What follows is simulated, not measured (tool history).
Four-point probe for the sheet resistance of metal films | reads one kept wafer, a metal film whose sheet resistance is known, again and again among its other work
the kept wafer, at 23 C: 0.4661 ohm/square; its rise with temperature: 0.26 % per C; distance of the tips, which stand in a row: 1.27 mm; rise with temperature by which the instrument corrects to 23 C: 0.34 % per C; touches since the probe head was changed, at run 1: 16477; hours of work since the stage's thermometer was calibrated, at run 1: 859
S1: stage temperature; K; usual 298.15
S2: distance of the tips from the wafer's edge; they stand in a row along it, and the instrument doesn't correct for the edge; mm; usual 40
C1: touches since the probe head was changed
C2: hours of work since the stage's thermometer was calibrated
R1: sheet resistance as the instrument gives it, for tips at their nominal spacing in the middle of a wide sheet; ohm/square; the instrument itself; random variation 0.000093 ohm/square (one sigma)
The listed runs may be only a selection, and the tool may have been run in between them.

{"run": 1, "day": 0.0, "S1": 298.15, "S2": 40, "C1": 16477, "C2": 859, "R1": 0.464178}
{"run": 2, "day": 2.75, "S1": 298.15, "S2": 40, "C1": 17251, "C2": 897, "R1": 0.464261}
{"run": 3, "day": 5.562, "S1": 298.15, "S2": 40, "C1": 18040, "C2": 935, "R1": 0.464171}
{"run": 4, "day": 8.129, "S1": 298.15, "S2": 40, "C1": 18761, "C2": 970, "R1": 0.464035}
{"run": 5, "day": 11.3, "S1": 298.15, "S2": 40, "C1": 19653, "C2": 1013, "R1": 0.464098}
{"run": 6, "day": 13.512, "S1": 298.15, "S2": 40, "C1": 20274, "C2": 1043, "R1": 0.464015}
{"run": 7, "day": 14.896, "S1": 298.15, "S2": 20, "C1": 20663, "C2": 1062, "R1": 0.464781}
{"run": 8, "day": 16.775, "S1": 298.15, "S2": 20, "C1": 21191, "C2": 1088, "R1": 0.464804}
{"run": 9, "day": 18.4, "S1": 298.15, "S2": 20, "C1": 21647, "C2": 1110, "R1": 0.464776}
{"run": 10, "day": 21.429, "S1": 298.15, "S2": 20, "C1": 22499, "C2": 1151, "R1": 0.464818}
{"run": 11, "day": 22.808, "S1": 298.15, "S2": 20, "C1": 22886, "C2": 1170, "R1": 0.464824}
{"run": 12, "day": 25.729, "S1": 298.15, "S2": 20, "C1": 23707, "C2": 1210, "R1": 0.464856}
{"run": 13, "day": 27.912, "S1": 298.15, "S2": 20, "C1": 24320, "C2": 1240, "R1": 0.464586}
{"run": 14, "day": 29.925, "S1": 298.15, "S2": 20, "C1": 24885, "C2": 1267, "R1": 0.464655}
{"run": 15, "day": 31.971, "S1": 306.15, "S2": 62, "C1": 25460, "C2": 1295, "R1": 0.461062}
{"run": 16, "day": 35.067, "S1": 301.15, "S2": 62, "C1": 26330, "C2": 1337, "R1": 0.462574}
{"run": 17, "day": 36.933, "S1": 294.15, "S2": 49, "C1": 26855, "C2": 1363, "R1": 0.465234}
{"run": 18, "day": 40.046, "S1": 294.15, "S2": 39, "C1": 27730, "C2": 1405, "R1": 0.46525}
{"run": 19, "day": 42.075, "S1": 294.15, "S2": 39, "C1": 28300, "C2": 1433, "R1": 0.465266}
{"run": 20, "day": 44.571, "S1": 299.15, "S2": 6, "C1": 29001, "C2": 1467, "R1": 0.474162}
{"day": 47.504, "done": "stage's thermometer calibrated"}
{"run": 21, "day": 47.812, "S1": 297.15, "S2": 18, "C1": 29906, "C2": 4, "R1": 0.465636}
{"run": 22, "day": 49.471, "S1": 297.15, "S2": 18, "C1": 30372, "C2": 27, "R1": 0.465475}
{"run": 23, "day": 52.588, "S1": 295.15, "S2": 6, "C1": 31247, "C2": 69, "R1": 0.475927}

Alternative continuations, all from the tool just after run 23; predict every row:
{"run": "A", "day": 55.429, "S1": 298.15, "S2": 44, "C1": 32047, "C2": 108, "R1": "?"}
{"run": "B", "day": 55.429, "S1": 296.15, "S2": 40, "C1": 32047, "C2": 108, "R1": "?"}
{"run": "C", "day": 55.429, "S1": 295.15, "S2": 13, "C1": 32047, "C2": 108, "R1": "?"}

run=A R1=0.464087
run=B R1=0.464916
run=C R1=0.467317
The same runs, with their run-to-run variation unchanged, on a tool lacking any hidden condition would have given:
run=A R1=0.465571
run=B R1=0.466402
run=C R1=0.46881

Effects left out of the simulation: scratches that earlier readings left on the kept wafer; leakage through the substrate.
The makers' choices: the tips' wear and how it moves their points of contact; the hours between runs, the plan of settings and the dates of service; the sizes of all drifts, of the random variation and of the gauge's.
